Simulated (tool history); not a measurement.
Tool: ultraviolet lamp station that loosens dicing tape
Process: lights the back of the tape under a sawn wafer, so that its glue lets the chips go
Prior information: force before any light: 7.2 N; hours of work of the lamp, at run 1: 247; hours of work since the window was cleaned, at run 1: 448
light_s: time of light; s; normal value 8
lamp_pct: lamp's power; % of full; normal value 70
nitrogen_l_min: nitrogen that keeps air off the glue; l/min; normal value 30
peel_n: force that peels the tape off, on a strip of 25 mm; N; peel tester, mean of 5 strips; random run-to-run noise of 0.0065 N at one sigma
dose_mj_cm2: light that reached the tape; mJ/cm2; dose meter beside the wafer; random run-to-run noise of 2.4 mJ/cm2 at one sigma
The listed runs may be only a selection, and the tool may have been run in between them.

run   hour  light_s  lamp_pct  nitrogen_l_min  hours of work of the lamp  hours of work since the window was cleaned  peel_n  dose_mj_cm2
  1      0        8        70              30                        247                                         448    0.43          191
  2   26.7        8        70              22                        258                                         459   0.544          189
  3   48.7        8        70              22                        267                                         468   0.543          187
  4   68.9        8        70              22                        276                                         476    0.55          189
  5   95.8        8        65              22                        286                                         487   0.661          172
  6  130.8        8        70              36                        301                                         502   0.459          184
  7  166.5        8        70              36                        315                                         516   0.444          180
  8  188.6        8        70              36                        324                                         525   0.475          176
  9  209.5        8        70              36                        333                                         534   0.493          173
 10    237        8        70              36                        344                                         545   0.486          175
 11  269.9        8        70              36                        358                                         559   0.514          170
 12  295.8        8        70              36                        368                                         569   0.543          169
 13  329.1        8        70              36                        382                                         583   0.538          170
     348.4  -- window cleaned of glue's vapour
 14  364.3        8        87               9                        396                                           6     0.5          239
 15  397.5        9        68              18                        410                                          20   0.474          209
 16  432.4        5        68              21                        424                                          34   1.408          116
 17  459.2        7        82              21                        435                                          45   0.511          192
 18  487.4        7        82              21                        446                                          57   0.537          195
 19    528        7        82              21                        463                                          73   0.554          189
 20  558.8        7        82              21                        475                                          86   0.569          182
 21  596.4        7        82              21                        491                                         101   0.601          181
 22  614.8       16        87              25                        498                                         109   0.075          441
 23  636.4        8        70              35                        507                                         118   0.523          171
 24  661.7        8        70              35                        517                                         128   0.498          176

Forecast each of these 5 alternatives for the next run:
  A  685.1        8        82              30                        527                                         138       ?            ?
  B  685.1        7        99              22                        527                                         138       ?            ?
  C  685.1        8        70              41                        527                                         138       ?            ?
  D  685.1        8        92              35                        527                                         138       ?            ?
  E  685.1       12        74              20                        527                                         138       ?            ?

run  peel_n  dose_mj_cm2
  A   0.388          199
  B   0.398          212
  C   0.512          168
  D   0.268          227
  E   0.221          270
Stripped of hidden state, with their random variation kept, the same runs would have yielded:
run  peel_n  dose_mj_cm2
  A   0.138          297
  B   0.145          316
  C   0.185          252
  D   0.104          339
  E   0.088          404
